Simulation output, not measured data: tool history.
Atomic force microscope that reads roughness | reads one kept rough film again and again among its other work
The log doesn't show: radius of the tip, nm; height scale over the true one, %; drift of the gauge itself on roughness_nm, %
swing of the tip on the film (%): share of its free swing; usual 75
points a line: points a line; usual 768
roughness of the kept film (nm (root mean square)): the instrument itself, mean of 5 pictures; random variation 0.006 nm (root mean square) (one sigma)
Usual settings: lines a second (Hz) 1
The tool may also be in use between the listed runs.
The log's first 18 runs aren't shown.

run    hour  lines a second (Hz)  swing of the tip on the film (%)  points a line  pictures with this tip  hours of work since the height scale was calibrated  roughness of the kept film (nm (root mean square))
 19   657.1                 1.22                                86            695                      84                                                  977                                               1.027
      693.3  -- new tip fitted
 20   700.1                 3.59                                86            789                      12                                                 1002                                               0.825
 21   743.7                    1                                57            366                      89                                                 1028                                               1.149
 22   766.3                 1.37                                75            726                     129                                                 1041                                               1.074
      776.7  -- new tip fitted
 23   806.8                    1                                78            549                      53                                                 1065                                               1.082
      857.8  -- new tip fitted
 24   857.8                    1                                78            549                       0                                                 1095                                                1.08
 25   889.1                    1                                56            768                      55                                                 1114                                               1.146
 26   921.1                    1                                56            768                     111                                                 1133                                                1.16
      942.2  -- new tip fitted
 27   951.2                 2.93                                75            283                      16                                                 1150                                               0.957
 28     989                 2.93                                75            283                      82                                                 1173                                               0.951
 29    1010                 2.53                                63            385                     119                                                 1185                                               1.077
     1024.8  -- new tip fitted
 30  1037.9                 2.53                                63            385                      24                                                 1202                                               1.071
 31  1084.2                 2.53                                63            385                     105                                                 1229                                               1.068
     1106.4  -- new tip fitted
 32  1127.8                 1.32                                62            385                      37                                                 1255                                               1.113
 33  1151.4                 0.65                                69            310                      79                                                 1269                                               1.117

Forecast run 34:
 34  1180.3                 0.88                                56            373                     130                                                 1286                                                   ?

Run 34 gave roughness of the kept film (nm (root mean square)) 1.132.
Without the tool's hidden state the same run would have given roughness of the kept film (nm (root mean square)) 1.139.

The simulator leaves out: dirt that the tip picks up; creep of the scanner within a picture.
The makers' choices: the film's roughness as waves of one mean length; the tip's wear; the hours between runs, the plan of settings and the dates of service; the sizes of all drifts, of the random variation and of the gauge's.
